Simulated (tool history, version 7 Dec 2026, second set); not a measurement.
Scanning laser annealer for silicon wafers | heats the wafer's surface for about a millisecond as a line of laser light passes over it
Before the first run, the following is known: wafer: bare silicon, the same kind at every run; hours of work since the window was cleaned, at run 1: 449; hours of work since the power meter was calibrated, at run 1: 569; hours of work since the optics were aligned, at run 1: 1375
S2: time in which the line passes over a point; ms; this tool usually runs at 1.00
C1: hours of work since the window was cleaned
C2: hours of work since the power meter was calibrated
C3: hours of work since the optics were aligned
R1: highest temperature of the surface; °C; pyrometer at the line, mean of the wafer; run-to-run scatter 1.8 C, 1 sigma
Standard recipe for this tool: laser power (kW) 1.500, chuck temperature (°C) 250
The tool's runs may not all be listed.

{"run": 1, "day": 0.0, "laser power (kW)": 1.5, "S2": 1.0, "chuck temperature (°C)": 250, "C1": 449, "C2": 569, "C3": 1375, "R1": 989}
{"run": 2, "day": 1.671, "laser power (kW)": 1.5, "S2": 1.0, "chuck temperature (°C)": 250, "C1": 469, "C2": 589, "C3": 1395, "R1": 992}
{"run": 3, "day": 2.8, "laser power (kW)": 1.5, "S2": 1.0, "chuck temperature (°C)": 250, "C1": 483, "C2": 602, "C3": 1408, "R1": 991}
{"run": 4, "day": 4.204, "laser power (kW)": 1.63, "S2": 1.0, "chuck temperature (°C)": 250, "C1": 499, "C2": 619, "C3": 1424, "R1": 1069}
{"run": 5, "day": 5.338, "laser power (kW)": 1.63, "S2": 1.0, "chuck temperature (°C)": 250, "C1": 512, "C2": 632, "C3": 1438, "R1": 1069}
{"run": 6, "day": 7.388, "laser power (kW)": 1.5, "S2": 1.0, "chuck temperature (°C)": 250, "C1": 537, "C2": 656, "C3": 1462, "R1": 989}
{"run": 7, "day": 9.146, "laser power (kW)": 1.5, "S2": 1.0, "chuck temperature (°C)": 250, "C1": 557, "C2": 677, "C3": 1483, "R1": 988}
{"run": 8, "day": 10.692, "laser power (kW)": 1.5, "S2": 1.0, "chuck temperature (°C)": 250, "C1": 576, "C2": 695, "C3": 1501, "R1": 982}
{"run": 9, "day": 12.067, "laser power (kW)": 1.5, "S2": 1.0, "chuck temperature (°C)": 250, "C1": 592, "C2": 711, "C3": 1517, "R1": 984}
{"run": 10, "day": 14.042, "laser power (kW)": 1.5, "S2": 1.0, "chuck temperature (°C)": 238, "C1": 615, "C2": 735, "C3": 1541, "R1": 970}
{"run": 11, "day": 16.083, "laser power (kW)": 1.5, "S2": 1.0, "chuck temperature (°C)": 250, "C1": 639, "C2": 759, "C3": 1565, "R1": 980}
{"run": 12, "day": 17.208, "laser power (kW)": 1.5, "S2": 1.0, "chuck temperature (°C)": 250, "C1": 653, "C2": 772, "C3": 1578, "R1": 977}
{"run": 13, "day": 19.371, "laser power (kW)": 1.5, "S2": 1.0, "chuck temperature (°C)": 250, "C1": 678, "C2": 798, "C3": 1604, "R1": 982}
{"run": 14, "day": 20.908, "laser power (kW)": 1.5, "S2": 1.0, "chuck temperature (°C)": 250, "C1": 696, "C2": 816, "C3": 1622, "R1": 977}
{"day": 22.183, "done": "window over the wafer cleaned"}
{"run": 15, "day": 23.054, "laser power (kW)": 1.5, "S2": 1.0, "chuck temperature (°C)": 250, "C1": 10, "C2": 840, "C3": 1646, "R1": 1010}
{"run": 16, "day": 25.038, "laser power (kW)": 1.5, "S2": 1.0, "chuck temperature (°C)": 250, "C1": 34, "C2": 864, "C3": 1669, "R1": 1002}
{"run": 17, "day": 27.412, "laser power (kW)": 1.5, "S2": 1.0, "chuck temperature (°C)": 250, "C1": 62, "C2": 892, "C3": 1697, "R1": 1003}
{"run": 18, "day": 29.1, "laser power (kW)": 1.5, "S2": 1.0, "chuck temperature (°C)": 250, "C1": 82, "C2": 912, "C3": 1717, "R1": 1003}
{"run": 19, "day": 31.371, "laser power (kW)": 1.5, "S2": 1.0, "chuck temperature (°C)": 250, "C1": 108, "C2": 938, "C3": 1744, "R1": 1001}
{"run": 20, "day": 33.167, "laser power (kW)": 1.419, "S2": 0.91, "chuck temperature (°C)": 226, "C1": 130, "C2": 960, "C3": 1765, "R1": 899}
{"run": 21, "day": 34.417, "laser power (kW)": 1.639, "S2": 0.93, "chuck temperature (°C)": 216, "C1": 144, "C2": 974, "C3": 1780, "R1": 1025}
{"run": 22, "day": 36.579, "laser power (kW)": 1.567, "S2": 1.0, "chuck temperature (°C)": 219, "C1": 170, "C2": 1000, "C3": 1806, "R1": 1007}

Predict the results of run 23:
{"day": 38.546, "done": "optics aligned, line set to its width"}
{"run": 23, "day": 38.804, "laser power (kW)": 1.567, "S2": 1.0, "chuck temperature (°C)": 219, "C1": 194, "C2": 1024, "C3": 3, "R1": "?"}

R1: 1035 °C
Without the tool's hidden state the same run would have given R1 1047 °C.

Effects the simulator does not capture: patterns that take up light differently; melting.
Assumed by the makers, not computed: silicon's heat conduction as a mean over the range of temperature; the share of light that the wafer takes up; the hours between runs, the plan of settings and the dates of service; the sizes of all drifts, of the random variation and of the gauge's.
